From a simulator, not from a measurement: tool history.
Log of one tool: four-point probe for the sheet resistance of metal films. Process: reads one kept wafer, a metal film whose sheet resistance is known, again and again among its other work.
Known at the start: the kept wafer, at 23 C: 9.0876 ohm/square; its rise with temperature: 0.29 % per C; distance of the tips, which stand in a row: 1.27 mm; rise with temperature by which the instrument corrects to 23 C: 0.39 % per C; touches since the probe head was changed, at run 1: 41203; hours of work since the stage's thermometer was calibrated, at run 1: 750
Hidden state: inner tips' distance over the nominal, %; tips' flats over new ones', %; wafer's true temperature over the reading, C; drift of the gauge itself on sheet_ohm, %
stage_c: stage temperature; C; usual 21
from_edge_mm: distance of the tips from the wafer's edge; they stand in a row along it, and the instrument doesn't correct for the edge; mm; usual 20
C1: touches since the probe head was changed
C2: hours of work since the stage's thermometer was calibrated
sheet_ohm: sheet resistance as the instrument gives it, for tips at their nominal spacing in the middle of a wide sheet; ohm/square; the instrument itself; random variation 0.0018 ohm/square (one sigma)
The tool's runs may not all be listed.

{"run": 1, "hour": 0.0, "stage_c": 21, "from_edge_mm": 20, "C1": 41203, "C2": 750, "sheet_ohm": 9.129552}
{"run": 2, "hour": 75.8, "stage_c": 21, "from_edge_mm": 20, "C1": 43084, "C2": 804, "sheet_ohm": 9.12881}
{"run": 3, "hour": 111.9, "stage_c": 21, "from_edge_mm": 20, "C1": 43980, "C2": 829, "sheet_ohm": 9.130313}
{"run": 4, "hour": 163.5, "stage_c": 21, "from_edge_mm": 20, "C1": 45262, "C2": 866, "sheet_ohm": 9.129284}
{"run": 5, "hour": 196.5, "stage_c": 21, "from_edge_mm": 26, "C1": 46081, "C2": 889, "sheet_ohm": 9.118326}
{"run": 6, "hour": 267.8, "stage_c": 21, "from_edge_mm": 25, "C1": 47848, "C2": 940, "sheet_ohm": 9.115808}
{"run": 7, "hour": 343.1, "stage_c": 34, "from_edge_mm": 25, "C1": 49719, "C2": 993, "sheet_ohm": 8.999863}
{"run": 8, "hour": 419.6, "stage_c": 34, "from_edge_mm": 25, "C1": 51617, "C2": 1047, "sheet_ohm": 8.999388}
{"run": 9, "hour": 464.3, "stage_c": 34, "from_edge_mm": 25, "C1": 52726, "C2": 1079, "sheet_ohm": 9.000378}
{"run": 10, "hour": 519.7, "stage_c": 34, "from_edge_mm": 25, "C1": 54100, "C2": 1118, "sheet_ohm": 8.99757}
{"run": 11, "hour": 556.4, "stage_c": 21, "from_edge_mm": 11, "C1": 55011, "C2": 1144, "sheet_ohm": 9.169641}
{"run": 12, "hour": 614.5, "stage_c": 21, "from_edge_mm": 4, "C1": 56452, "C2": 1185, "sheet_ohm": 9.572603}
{"run": 13, "hour": 679.6, "stage_c": 21, "from_edge_mm": 4, "C1": 58069, "C2": 1231, "sheet_ohm": 9.568645}
{"run": 14, "hour": 716.1, "stage_c": 21, "from_edge_mm": 4, "C1": 58976, "C2": 1257, "sheet_ohm": 9.56812}
{"run": 15, "hour": 795.4, "stage_c": 21, "from_edge_mm": 4, "C1": 60942, "C2": 1313, "sheet_ohm": 9.566119}
{"run": 16, "hour": 848.4, "stage_c": 21, "from_edge_mm": 4, "C1": 62257, "C2": 1350, "sheet_ohm": 9.566091}
{"run": 17, "hour": 895.1, "stage_c": 21, "from_edge_mm": 4, "C1": 63416, "C2": 1383, "sheet_ohm": 9.563354}
{"run": 18, "hour": 956.5, "stage_c": 21, "from_edge_mm": 4, "C1": 64940, "C2": 1427, "sheet_ohm": 9.561205}
{"run": 19, "hour": 990.8, "stage_c": 21, "from_edge_mm": 4, "C1": 65793, "C2": 1451, "sheet_ohm": 9.564043}
{"run": 20, "hour": 1053.5, "stage_c": 21, "from_edge_mm": 49, "C1": 67347, "C2": 1495, "sheet_ohm": 9.100118}
{"run": 21, "hour": 1123.0, "stage_c": 21, "from_edge_mm": 49, "C1": 69073, "C2": 1545, "sheet_ohm": 9.098158}
{"run": 22, "hour": 1195.5, "stage_c": 21, "from_edge_mm": 4, "C1": 70873, "C2": 1596, "sheet_ohm": 9.561919}
{"run": 23, "hour": 1263.9, "stage_c": 21, "from_edge_mm": 4, "C1": 72570, "C2": 1644, "sheet_ohm": 9.560691}
{"run": 24, "hour": 1323.0, "stage_c": 25, "from_edge_mm": 3, "C1": 74036, "C2": 1686, "sheet_ohm": 9.845053}
{"run": 25, "hour": 1365.4, "stage_c": 29, "from_edge_mm": 17, "C1": 75088, "C2": 1716, "sheet_ohm": 9.046187}
{"run": 26, "hour": 1435.5, "stage_c": 29, "from_edge_mm": 17, "C1": 76828, "C2": 1766, "sheet_ohm": 9.045035}
{"run": 27, "hour": 1487.7, "stage_c": 34, "from_edge_mm": 43, "C1": 78124, "C2": 1803, "sheet_ohm": 8.978312}
{"run": 28, "hour": 1544.4, "stage_c": 29, "from_edge_mm": 20, "C1": 79531, "C2": 1843, "sheet_ohm": 9.038687}
{"run": 29, "hour": 1596.9, "stage_c": 20, "from_edge_mm": 3, "C1": 80833, "C2": 1880, "sheet_ohm": 9.89481}
{"run": 30, "hour": 1642.5, "stage_c": 21, "from_edge_mm": 4, "C1": 81965, "C2": 1912, "sheet_ohm": 9.553924}
{"run": 31, "hour": 1682.6, "stage_c": 21, "from_edge_mm": 4, "C1": 82960, "C2": 1940, "sheet_ohm": 9.555993}
{"run": 32, "hour": 1732.9, "stage_c": 21, "from_edge_mm": 4, "C1": 84210, "C2": 1976, "sheet_ohm": 9.555988}
{"run": 33, "hour": 1798.4, "stage_c": 21, "from_edge_mm": 4, "C1": 85834, "C2": 2022, "sheet_ohm": 9.553861}
{"run": 34, "hour": 1835.1, "stage_c": 34, "from_edge_mm": 9, "C1": 86746, "C2": 2048, "sheet_ohm": 9.063094}
{"run": 35, "hour": 1909.9, "stage_c": 34, "from_edge_mm": 9, "C1": 88603, "C2": 2101, "sheet_ohm": 9.064473}
{"run": 36, "hour": 1963.2, "stage_c": 21, "from_edge_mm": 9, "C1": 89924, "C2": 2139, "sheet_ohm": 9.182601}
{"run": 37, "hour": 2033.6, "stage_c": 29, "from_edge_mm": 16, "C1": 91671, "C2": 2189, "sheet_ohm": 9.043157}
{"run": 38, "hour": 2099.0, "stage_c": 18, "from_edge_mm": 55, "C1": 93296, "C2": 2235, "sheet_ohm": 9.115595}
{"run": 39, "hour": 2176.1, "stage_c": 31, "from_edge_mm": 20, "C1": 95209, "C2": 2289, "sheet_ohm": 9.010143}
{"run": 40, "hour": 2237.9, "stage_c": 30, "from_edge_mm": 15, "C1": 96742, "C2": 2333, "sheet_ohm": 9.029975}
{"run": 41, "hour": 2296.1, "stage_c": 21, "from_edge_mm": 17, "C1": 98186, "C2": 2374, "sheet_ohm": 9.109904}
{"run": 42, "hour": 2327.9, "stage_c": 29, "from_edge_mm": 60, "C1": 98976, "C2": 2397, "sheet_ohm": 9.0075}
{"run": 43, "hour": 2379.8, "stage_c": 19, "from_edge_mm": 36, "C1": 100264, "C2": 2434, "sheet_ohm": 9.106915}
{"run": 44, "hour": 2414.9, "stage_c": 25, "from_edge_mm": 11, "C1": 101134, "C2": 2458, "sheet_ohm": 9.104691}
{"run": 45, "hour": 2462.3, "stage_c": 24, "from_edge_mm": 19, "C1": 102312, "C2": 2492, "sheet_ohm": 9.074837}

The same runs without the tool's hidden state, with the same run-to-run variation:
run=1 sheet_ohm=9.126027
run=2 sheet_ohm=9.126213
run=3 sheet_ohm=9.128093
run=4 sheet_ohm=9.127667
run=5 sheet_ohm=9.117082
run=6 sheet_ohm=9.115544
run=7 sheet_ohm=9.000683
run=8 sheet_ohm=9.001169
run=9 sheet_ohm=9.002648
run=10 sheet_ohm=9.000589
run=11 sheet_ohm=9.173002
run=12 sheet_ohm=9.576847
run=13 sheet_ohm=9.573762
run=14 sheet_ohm=9.573664
run=15 sheet_ohm=9.572657
run=16 sheet_ohm=9.573389
run=17 sheet_ohm=9.571297
run=18 sheet_ohm=9.569832
run=19 sheet_ohm=9.573091
run=20 sheet_ohm=9.109543
run=21 sheet_ohm=9.108462
run=22 sheet_ohm=9.573575
run=23 sheet_ohm=9.573201
run=24 sheet_ohm=9.858755
run=25 sheet_ohm=9.059432
run=26 sheet_ohm=9.059128
run=27 sheet_ohm=8.993092
run=28 sheet_ohm=9.054068
run=29 sheet_ohm=9.911838
run=30 sheet_ohm=9.571033
run=31 sheet_ohm=9.573543
run=32 sheet_ohm=9.574232
run=33 sheet_ohm=9.572918
run=34 sheet_ohm=9.082164
run=35 sheet_ohm=9.084466
run=36 sheet_ohm=9.203043
run=37 sheet_ohm=9.064475
run=38 sheet_ohm=9.137547
run=39 sheet_ohm=9.033253
run=40 sheet_ohm=9.053971
run=41 sheet_ohm=9.134445
run=42 sheet_ohm=9.032500
run=43 sheet_ohm=9.132482
run=44 sheet_ohm=9.130922
run=45 sheet_ohm=9.101521
